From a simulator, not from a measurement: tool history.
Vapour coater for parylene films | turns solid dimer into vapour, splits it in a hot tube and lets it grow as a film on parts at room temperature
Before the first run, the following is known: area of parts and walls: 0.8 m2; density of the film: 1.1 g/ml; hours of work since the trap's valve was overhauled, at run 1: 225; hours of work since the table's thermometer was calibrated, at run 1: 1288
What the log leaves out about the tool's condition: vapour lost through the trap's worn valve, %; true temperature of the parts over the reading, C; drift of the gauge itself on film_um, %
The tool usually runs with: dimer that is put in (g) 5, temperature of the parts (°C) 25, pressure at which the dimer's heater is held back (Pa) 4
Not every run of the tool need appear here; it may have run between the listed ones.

run	hour	dimer that is put in (g)	temperature of the parts (°C)	pressure at which the dimer's heater is held back (Pa)	hours of work since the trap's valve was overhauled	hours of work since the table's thermometer was calibrated	thickness of the film (nm)
1	0	5	25	4	225	1288	3960
2	47.7	5	25	4	266	1330	3960
3	102.7	5	25	3.05	314	1377	4170
4	172.5	5	25	3.05	374	1438	4110
5	234.7	5	21	3.05	428	1492	4790
# hour 278.5: trap's valve overhauled
6	294.2	7	21	3.05	14	1540	7320
7	363.3	5	25	4	74	1600	4140
8	417.9	5	23	4	121	1647	4430
9	468	5	19	4	164	1691	5270
10	530.6	5	25	4	219	1745	4000
11	575.5	5	17	4	258	1784	5280
12	612.2	5	17	4.06	290	1816	5170
13	679.2	5	25	4	348	1874	3840
14	733.4	5	25	4	395	1921	3810
15	803.2	5	25	4	455	1982	3770
# hour 810.5: trap's valve overhauled
16	853.3	5	25	4	37	2022	4180
17	911.1	5	25	4	87	2072	4040
18	962.6	5	25	2.95	132	2117	4240
# hour 968.8: table's thermometer calibrated
19	1034.3	5	25	2.95	193	57	4150
20	1077.6	5	25	2.95	231	94	4170
21	1145.5	5	21	4	290	153	4500
# hour 1183.4: table's thermometer calibrated, once more
22	1214.9	5	21	4	349	27	4740
23	1248.4	5	21	4	378	56	4660
24	1283.4	5	21	4	409	87	4710
25	1333.9	7	29	9.15	452	131	3880
# hour 1348.3: trap's valve overhauled
26	1387.7	3	35	10.05	34	174	1350
27	1456	5	18	4	93	233	5510
28	1504.4	3	30	11.28	136	275	1560
29	1556.4	7	26	3.45	181	320	5610
30	1605.7	7	26	8.72	223	363	4610
31	1644.7	2	30	2.48	257	397	1390
32	1694.3	8	32	3.53	300	440	4740
33	1745.9	7	26	9.81	345	485	4490
34	1807.6	3	18	5.39	399	538	2990
35	1846.1	4	30	5.39	432	572	2290
# hour 1883.1: trap's valve overhauled
36	1899.1	5	30	5.78	14	614	3070
37	1946.1	5	20	8.14	55	655	4500
38	2012.5	5	21	7.67	112	713	4330
39	2086.3	5	21	7.67	176	777	4320
40	2140.7	3	28	11.76	223	824	1730
41	2185	5	22	3.54	262	862	4690
42	2248.7	2	30	3.54	317	917	1290
43	2325.3	3	17	2.97	384	984	3130
44	2357.3	6	28	7.43	411	1012	3580

Pick out some run-to-run changes in thickness of the film (nm). Of each, how much would a tool without hidden state show as well, from the settings, what came in and chance, and how much is left for the hidden state and any gauge scatter not in both results compared?
Run 5 -> 6: dimer that is put in (g) 5 -> 7, trap's valve overhauled. thickness of the film (nm) +2530: hidden state +410, all else +2120.
Run 15 -> 16: trap's valve overhauled. thickness of the film (nm) +410: hidden state +350, all else +60.
Run 25 -> 26: dimer that is put in (g) 7 -> 3, temperature of the parts (°C) 29 -> 35, pressure at which the dimer's heater is held back (Pa) 9.15 -> 10.05, trap's valve overhauled. thickness of the film (nm) -2530: hidden state +400, all else -2930.
Run 26 -> 27: dimer that is put in (g) 3 -> 5, temperature of the parts (°C) 35 -> 18, pressure at which the dimer's heater is held back (Pa) 10.05 -> 4. thickness of the film (nm) +4160: hidden state -110, all else +4270.
Run 27 -> 28: dimer that is put in (g) 5 -> 3, temperature of the parts (°C) 18 -> 30, pressure at which the dimer's heater is held back (Pa) 4 -> 11.28. thickness of the film (nm) -3950: hidden state +60, all else -4010.
Run 28 -> 29: dimer that is put in (g) 3 -> 7, temperature of the parts (°C) 30 -> 26, pressure at which the dimer's heater is held back (Pa) 11.28 -> 3.45. thickness of the film (nm) +4050: hidden state -210, all else +4260.
